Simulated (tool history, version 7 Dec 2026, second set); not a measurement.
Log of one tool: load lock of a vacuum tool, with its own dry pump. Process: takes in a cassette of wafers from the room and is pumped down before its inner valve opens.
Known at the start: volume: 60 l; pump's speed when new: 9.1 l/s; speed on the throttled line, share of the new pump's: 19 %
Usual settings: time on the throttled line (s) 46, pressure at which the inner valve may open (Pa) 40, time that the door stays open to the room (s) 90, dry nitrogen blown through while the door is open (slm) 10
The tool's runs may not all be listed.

run      day  time on the throttled line (s)  pressure at which the inner valve may open (Pa)  time that the door stays open to the room (s)  dry nitrogen blown through while the door is open (slm)  incoming humidity of the room's air, %  time from the closed door until the inner valve may open (s)  rise of the pressure with all valves shut (Pa/min)
  1        0                              46                                               40                                             90                                                       10                                    45.5                                                          95.8                                               0.206
  2   23.621                              46                                               40                                             90                                                       10                                    46.3                                                          96.1                                               0.216
  3   49.879                              46                                               40                                             90                                                       10                                    44.4                                                          97.8                                               0.216
  4   69.004                              46                                               40                                             90                                                       10                                    46.2                                                          96.7                                               0.233
  5   88.275                              46                                               46                                             90                                                       10                                    46.4                                                          95.5                                                0.24
  6  111.292                              46                                               46                                             90                                                       10                                    47.3                                                          94.7                                               0.244
  7  133.892                              46                                               40                                             90                                                       10                                    49.9                                                          96.8                                               0.264
  8  151.875                              46                                               40                                             90                                                       10                                    41.1                                                          96.9                                               0.254
  9  177.546                              46                                               40                                             90                                                       15                                    43.2                                                            97                                               0.259
 10  197.475                              46                                               40                                            233                                                       10                                    41.3                                                            98                                               0.308
 11  216.321                              46                                               40                                            233                                                       10                                    41.6                                                          98.2                                               0.309
 12  227.371                              46                                               40                                            142                                                       10                                      46                                                          98.1                                               0.293
       249.2  -- dry pump taken out, an overhauled one fitted
 13  251.896                              46                                               37                                             32                                                       25                                    46.1                                                          90.5                                               0.267
 14  278.633                              46                                               37                                             32                                                       25                                    41.9                                                          90.9                                               0.269
 15  298.167                              46                                               37                                             32                                                       25                                    49.1                                                          90.9                                                0.28
 16  316.667                              85                                               37                                             41                                                       25                                    41.1                                                         123.5                                               0.284

Forecast each of these 4 alternatives for the next run:
  A  337.171                              46                                               71                                             90                                                        4                                    46.5                                                             ?                                                   ?
  B  337.171                              85                                               51                                             29                                                       25                                    47.2                                                             ?                                                   ?
  C  337.171                              85                                               37                                             41                                                       13                                    44.8                                                             ?                                                   ?
  D  337.171                              85                                               50                                             71                                                       10                                    44.7                                                             ?                                                   ?

run  time from the closed door until the inner valve may open (s)  rise of the pressure with all valves shut (Pa/min)
  A                                                          86.3                                               0.334
  B                                                           121                                               0.292
  C                                                         122.2                                                0.29
  D                                                         121.7                                               0.314
Without the tool's hidden state the same runs would have given:
run  time from the closed door until the inner valve may open (s)  rise of the pressure with all valves shut (Pa/min)
  A                                                          85.6                                               0.069
  B                                                         120.4                                                0.03
  C                                                         121.5                                               0.029
  D                                                         121.1                                               0.051
